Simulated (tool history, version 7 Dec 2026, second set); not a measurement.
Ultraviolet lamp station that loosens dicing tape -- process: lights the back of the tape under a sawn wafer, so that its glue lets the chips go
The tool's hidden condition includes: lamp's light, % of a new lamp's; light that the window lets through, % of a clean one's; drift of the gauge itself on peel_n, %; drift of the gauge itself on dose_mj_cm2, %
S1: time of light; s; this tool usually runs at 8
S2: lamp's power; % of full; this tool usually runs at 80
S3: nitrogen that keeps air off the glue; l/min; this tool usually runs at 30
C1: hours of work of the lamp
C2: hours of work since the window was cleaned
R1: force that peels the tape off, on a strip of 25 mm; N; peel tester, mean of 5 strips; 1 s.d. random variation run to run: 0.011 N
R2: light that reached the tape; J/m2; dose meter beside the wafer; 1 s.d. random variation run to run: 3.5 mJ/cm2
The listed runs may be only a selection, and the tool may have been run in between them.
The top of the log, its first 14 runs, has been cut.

run,hour,S1,S2,S3,C1,C2,R1,R2
15,155.4,11,70,30,269,250,0.449,5750
16,168.4,11,70,30,278,258,0.465,5780
17,178.8,8,80,30,285,265,0.741,4790
18,191.6,8,80,30,293,274,0.719,4730
19,200.1,8,80,30,299,279,0.741,4760
20,215.1,15,77,56,309,289,0.131,8540
21,226.8,15,77,56,316,297,0.121,8510
22,235.8,15,77,56,322,303,0.129,8400
23,251.2,15,77,56,333,313,0.143,8360
24,260.7,12,80,19,339,319,0.490,6980
25,275.1,8,82,49,349,329,0.482,4800
26,289.3,8,82,49,358,338,0.512,4730
27,302.4,8,82,49,367,347,0.494,4670
28,312.7,4,70,19,373,354,3.487,1960
29,324.4,4,95,9,381,362,3.497,2710
30,340.5,4,95,11,392,372,3.399,2640
31,353.7,4,95,11,401,381,3.465,2650
32,370.0,8,80,57,411,392,0.506,4490
33,381.4,6,89,30,419,399,1.226,3700
34,397.9,8,80,49,430,410,0.561,4390
35,412.7,15,77,30,440,420,0.213,7840

Forecast each of these 3 alternatives for the next run:
A,422.1,8,96,30,446,426,?,?
B,422.1,15,87,30,446,426,?,?
C,422.1,15,71,30,446,426,?,?

run,R1,R2
A,0.590,5210
B,0.185,8930
C,0.274,7190
Had the tool no hidden state, the same runs would have come out as:
run,R1,R2
A,0.306,6820
B,0.130,11670
C,0.159,9400

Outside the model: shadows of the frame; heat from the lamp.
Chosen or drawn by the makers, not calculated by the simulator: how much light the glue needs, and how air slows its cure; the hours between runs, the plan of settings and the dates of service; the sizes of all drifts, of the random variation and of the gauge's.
